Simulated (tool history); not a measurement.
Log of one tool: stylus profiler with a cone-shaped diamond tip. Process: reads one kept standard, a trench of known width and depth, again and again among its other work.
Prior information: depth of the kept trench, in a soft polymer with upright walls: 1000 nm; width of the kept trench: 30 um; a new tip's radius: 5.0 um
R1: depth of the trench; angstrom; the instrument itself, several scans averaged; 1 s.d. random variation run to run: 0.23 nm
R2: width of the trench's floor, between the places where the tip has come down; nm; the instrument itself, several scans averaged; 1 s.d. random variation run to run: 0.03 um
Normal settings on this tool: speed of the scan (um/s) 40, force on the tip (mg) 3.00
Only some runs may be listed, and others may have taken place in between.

{"run": 1, "hour": 0.0, "speed of the scan (um/s)": 40, "force on the tip (mg)": 3.0, "R1": 10135.2, "R2": 21520}
{"run": 2, "hour": 40.3, "speed of the scan (um/s)": 40, "force on the tip (mg)": 5.41, "R1": 10212.9, "R2": 21460}
{"run": 3, "hour": 100.6, "speed of the scan (um/s)": 40, "force on the tip (mg)": 5.41, "R1": 10214.0, "R2": 21450}
{"run": 4, "hour": 142.1, "speed of the scan (um/s)": 40, "force on the tip (mg)": 1.34, "R1": 10058.1, "R2": 21310}
{"run": 5, "hour": 183.2, "speed of the scan (um/s)": 40, "force on the tip (mg)": 1.34, "R1": 10054.3, "R2": 21310}
{"run": 6, "hour": 259.5, "speed of the scan (um/s)": 40, "force on the tip (mg)": 1.34, "R1": 10056.0, "R2": 21250}
{"run": 7, "hour": 299.4, "speed of the scan (um/s)": 40, "force on the tip (mg)": 1.34, "R1": 10053.3, "R2": 21220}
{"run": 8, "hour": 374.7, "speed of the scan (um/s)": 40, "force on the tip (mg)": 1.34, "R1": 10052.5, "R2": 21180}
{"run": 9, "hour": 442.1, "speed of the scan (um/s)": 40, "force on the tip (mg)": 1.34, "R1": 10054.5, "R2": 21160}
{"run": 10, "hour": 514.3, "speed of the scan (um/s)": 40, "force on the tip (mg)": 1.34, "R1": 10051.8, "R2": 21040}
{"run": 11, "hour": 590.8, "speed of the scan (um/s)": 40, "force on the tip (mg)": 6.71, "R1": 10242.8, "R2": 21080}
{"run": 12, "hour": 667.9, "speed of the scan (um/s)": 40, "force on the tip (mg)": 6.71, "R1": 10239.4, "R2": 21020}
{"run": 13, "hour": 744.9, "speed of the scan (um/s)": 40, "force on the tip (mg)": 6.71, "R1": 10238.0, "R2": 21020}
{"run": 14, "hour": 789.9, "speed of the scan (um/s)": 40, "force on the tip (mg)": 6.71, "R1": 10238.8, "R2": 20980}
{"run": 15, "hour": 829.3, "speed of the scan (um/s)": 40, "force on the tip (mg)": 6.71, "R1": 10237.7, "R2": 21000}
{"run": 16, "hour": 864.7, "speed of the scan (um/s)": 40, "force on the tip (mg)": 3.0, "R1": 10115.2, "R2": 20880}
{"run": 17, "hour": 907.5, "speed of the scan (um/s)": 40, "force on the tip (mg)": 3.0, "R1": 10114.7, "R2": 20900}
{"run": 18, "hour": 988.0, "speed of the scan (um/s)": 40, "force on the tip (mg)": 3.0, "R1": 10110.9, "R2": 20840}
{"run": 19, "hour": 1067.9, "speed of the scan (um/s)": 40, "force on the tip (mg)": 3.0, "R1": 10115.7, "R2": 20800}
{"run": 20, "hour": 1133.2, "speed of the scan (um/s)": 40, "force on the tip (mg)": 3.0, "R1": 10111.0, "R2": 20750}
{"run": 21, "hour": 1175.1, "speed of the scan (um/s)": 80, "force on the tip (mg)": 3.0, "R1": 10111.1, "R2": 20580}
{"run": 22, "hour": 1240.0, "speed of the scan (um/s)": 80, "force on the tip (mg)": 3.0, "R1": 10108.0, "R2": 20510}
{"run": 23, "hour": 1291.8, "speed of the scan (um/s)": 40, "force on the tip (mg)": 1.25, "R1": 10036.4, "R2": 20600}
{"run": 24, "hour": 1360.5, "speed of the scan (um/s)": 40, "force on the tip (mg)": 1.25, "R1": 10032.9, "R2": 20510}
{"run": 25, "hour": 1401.7, "speed of the scan (um/s)": 40, "force on the tip (mg)": 1.25, "R1": 10035.5, "R2": 20470}
{"hour": 1409.2, "done": "height scale calibrated on a step standard"}
{"run": 26, "hour": 1443.9, "speed of the scan (um/s)": 40, "force on the tip (mg)": 1.25, "R1": 10025.4, "R2": 20450}
{"run": 27, "hour": 1509.4, "speed of the scan (um/s)": 40, "force on the tip (mg)": 1.25, "R1": 10022.9, "R2": 20420}
{"run": 28, "hour": 1546.9, "speed of the scan (um/s)": 10, "force on the tip (mg)": 2.42, "R1": 10073.9, "R2": 20490}
{"run": 29, "hour": 1590.6, "speed of the scan (um/s)": 40, "force on the tip (mg)": 6.24, "R1": 10205.9, "R2": 20430}
{"run": 30, "hour": 1639.2, "speed of the scan (um/s)": 120, "force on the tip (mg)": 4.84, "R1": 10159.5, "R2": 20210}
{"run": 31, "hour": 1712.2, "speed of the scan (um/s)": 157, "force on the tip (mg)": 7.04, "R1": 10222.3, "R2": 20210}
{"run": 32, "hour": 1758.8, "speed of the scan (um/s)": 157, "force on the tip (mg)": 7.04, "R1": 10224.6, "R2": 20180}
{"hour": 1799.1, "done": "height scale calibrated on a step standard, once more"}
{"run": 33, "hour": 1807.0, "speed of the scan (um/s)": 157, "force on the tip (mg)": 7.04, "R1": 10290.0, "R2": 20180}
{"run": 34, "hour": 1887.1, "speed of the scan (um/s)": 37, "force on the tip (mg)": 7.04, "R1": 10293.2, "R2": 20330}
{"run": 35, "hour": 1929.9, "speed of the scan (um/s)": 18, "force on the tip (mg)": 3.23, "R1": 10168.5, "R2": 20220}
{"run": 36, "hour": 1969.5, "speed of the scan (um/s)": 25, "force on the tip (mg)": 4.37, "R1": 10210.2, "R2": 20180}
{"run": 37, "hour": 2042.9, "speed of the scan (um/s)": 113, "force on the tip (mg)": 4.37, "R1": 10207.1, "R2": 20010}
{"run": 38, "hour": 2084.2, "speed of the scan (um/s)": 113, "force on the tip (mg)": 4.37, "R1": 10211.8, "R2": 19970}
{"run": 39, "hour": 2157.8, "speed of the scan (um/s)": 32, "force on the tip (mg)": 3.91, "R1": 10193.4, "R2": 20130}
{"run": 40, "hour": 2198.4, "speed of the scan (um/s)": 17, "force on the tip (mg)": 8.01, "R1": 10314.9, "R2": 20080}
{"run": 41, "hour": 2257.5, "speed of the scan (um/s)": 85, "force on the tip (mg)": 3.56, "R1": 10177.3, "R2": 19900}
{"run": 42, "hour": 2302.8, "speed of the scan (um/s)": 12, "force on the tip (mg)": 7.05, "R1": 10289.4, "R2": 20000}
{"run": 43, "hour": 2366.5, "speed of the scan (um/s)": 30, "force on the tip (mg)": 4.19, "R1": 10196.3, "R2": 19970}

Consider 3 possible next runs. They are alternatives, not a sequence: every one starts from the tool as it was left by run 43. What does each give?
{"run": "A", "hour": 2446.0, "speed of the scan (um/s)": 11, "force on the tip (mg)": 2.78, "R1": "?", "R2": "?"}
{"run": "B", "hour": 2446.0, "speed of the scan (um/s)": 49, "force on the tip (mg)": 1.18, "R1": "?", "R2": "?"}
{"run": "C", "hour": 2446.0, "speed of the scan (um/s)": 10, "force on the tip (mg)": 1.63, "R1": "?", "R2": "?"}

run=A R1=10144.9 R2=19970
run=B R1=10076.0 R2=19770
run=C R1=10098.8 R2=19930
Had the tool no hidden state, the same runs would have come out as:
run=A R1=10159.6 R2=23990
run=B R1=10090.6 R2=23790
run=C R1=10113.4 R2=23950
